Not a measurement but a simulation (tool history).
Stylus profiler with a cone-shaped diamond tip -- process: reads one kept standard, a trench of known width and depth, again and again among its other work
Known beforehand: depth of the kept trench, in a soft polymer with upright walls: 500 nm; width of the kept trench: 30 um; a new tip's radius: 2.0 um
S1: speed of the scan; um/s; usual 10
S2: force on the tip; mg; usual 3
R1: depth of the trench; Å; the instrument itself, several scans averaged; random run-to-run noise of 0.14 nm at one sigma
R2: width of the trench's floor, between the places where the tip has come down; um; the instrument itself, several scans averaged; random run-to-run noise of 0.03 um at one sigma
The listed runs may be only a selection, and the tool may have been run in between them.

| run | day | S1 | S2 | R1 | R2 |
|---|---|---|---|---|---|
| 1 | 0 | 10 | 3 | 5080.2 | 27.1 |
| 2 | 1.2 | 10 | 3 | 5081.2 | 27.15 |
| 3 | 1.912 | 10 | 3 | 5082.1 | 27.17 |
| 4 | 2.942 | 10 | 3 | 5081.1 | 27.12 |
| 5 | 3.654 | 10 | 3 | 5082.5 | 27.16 |
| 6 | 4.892 | 33 | 1.84 | 5055.3 | 27.06 |
| 7 | 5.712 | 10 | 1.66 | 5053.7 | 27.11 |
| 8 | 6.604 | 10 | 1.66 | 5053.5 | 27.14 |
| 9 | 7.875 | 2 | 4.72 | 5113 | 27.12 |
| 10 | 8.85 | 16 | 2.96 | 5082 | 27.04 |

Consider 3 possible next runs. They are alternatives, not a sequence: every one starts from the tool as it was left by run 10. What does each give?
| A | 10.046 | 28 | 1.72 | ? | ? |
| B | 10.046 | 33 | 6.95 | ? | ? |
| C | 10.046 | 7 | 8.65 | ? | ? |

| run | R1 | R2 |
|---|---|---|
| A | 5053.3 | 26.97 |
| B | 5145.1 | 27.08 |
| C | 5169.4 | 27.08 |
What these runs would have given with no unlogged condition in the tool:
| run | R1 | R2 |
|---|---|---|
| A | 5059.5 | 27.23 |
| B | 5151.5 | 27.33 |
| C | 5175.8 | 27.33 |
